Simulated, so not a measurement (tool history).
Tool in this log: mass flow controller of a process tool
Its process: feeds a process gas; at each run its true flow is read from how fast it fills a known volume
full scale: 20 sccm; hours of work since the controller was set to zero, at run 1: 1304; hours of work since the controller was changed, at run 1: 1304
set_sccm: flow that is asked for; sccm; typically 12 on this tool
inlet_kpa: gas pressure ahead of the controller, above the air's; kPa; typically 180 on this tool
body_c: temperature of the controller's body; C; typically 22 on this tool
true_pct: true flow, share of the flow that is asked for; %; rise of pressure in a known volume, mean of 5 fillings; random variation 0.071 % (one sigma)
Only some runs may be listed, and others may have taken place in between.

run    hour  set_sccm  inlet_kpa  body_c  hours of work since the controller was set to zero  hours of work since the controller was changed  true_pct
  1       0        12        180      22                                                1304                                            1304    100.55
  2    36.9        12        180      22                                                1332                                            1332    100.61
  3   108.6        12        180      22                                                1385                                            1385    100.61
  4   177.4        12        180      22                                                1436                                            1436    100.53
  5   219.5        12        180      22                                                1467                                            1467    100.69
  6   263.6         5        180      22                                                1500                                            1500    101.28
  7   310.9         5        158      22                                                1535                                            1535    101.16
  8   367.8         3        158      22                                                1578                                            1578    102.03
  9   448.8         3        158      22                                                1638                                            1638    102.02
 10   501.6        12        180      22                                                1677                                            1677    100.65
 11   552.9        12        180      29                                                1716                                            1716    100.32
 12     629         3        180      22                                                1772                                            1772    102.36
 13   663.8         3        180      22                                                1798                                            1798    102.34
 14   716.8         3        180      22                                                1838                                            1838    102.73
 15   769.1         3        180      22                                                1877                                            1877    102.67
 16   851.2        12        180      22                                                1938                                            1938    100.88
 17   885.2        12        180      22                                                1963                                            1963     100.9
 18   961.7        12        180      35                                                2020                                            2020     100.1
 19  1044.2        12        180      35                                                2081                                            2081    100.11
 20  1088.7        12        180      35                                                2114                                            2114     100.1
 21  1148.4        12        180      35                                                2159                                            2159    100.16
 22  1217.1         2        276      22                                                2210                                            2210    105.05
 23  1264.6         2        276      22                                                2245                                            2245    105.07
 24  1343.9         4        237      36                                                2304                                            2304    101.88
 25  1392.5         4        237      36                                                2341                                            2341     101.8
 26  1443.8         2        180      29                                                2379                                            2379    104.45
 27  1521.1         4        180      30                                                2436                                            2436    102.04
 28  1587.4         2        182      30                                                2486                                            2486     104.8
 29    1665         2        180      30                                                2544                                            2544    104.93
 30  1727.5        14        220      27                                                2590                                            2590    100.91
 31    1781         2        180      35                                                2630                                            2630    104.64
 32  1827.5        13        226      36                                                2664                                            2664    100.46
 33  1871.7        13        226      36                                                2697                                            2697    100.51
 34  1939.3        13        226      36                                                2748                                            2748    100.54
 35  2007.7        13        226      22                                                2799                                            2799    101.41
 36  2061.9        12        180      29                                                2839                                            2839     100.8
 37  2144.8        12        180      29                                                2901                                            2901    100.87
 38  2200.5        12        180      29                                                2942                                            2942    100.75
 39  2248.3        12        180      29                                                2978                                            2978    101.05
 40  2320.6         4        180      22                                                3032                                            3032     103.1
 41  2394.4         5        187      22                                                3086                                            3086    102.71
 42    2452         5        152      26                                                3129                                            3129    102.24

Each row is a separate what-if for the run after 42, all from the same tool condition, not one after another. Results?
  A  2531.8         5        228      25                                                3189                                            3189         ?
  B  2531.8        18        152      26                                                3189                                            3189         ?
  C  2531.8        20        152      38                                                3189                                            3189         ?
  D  2531.8        12        143      22                                                3189                                            3189         ?
  E  2531.8         7        263      34                                                3189                                            3189         ?

run  true_pct
  A    102.86
  B     100.8
  C    100.11
  D    101.13
  E    101.86
What these runs would have given with no unlogged condition in the tool:
run  true_pct
  A     99.81
  B     99.62
  C     99.01
  D      99.6
  E     99.55
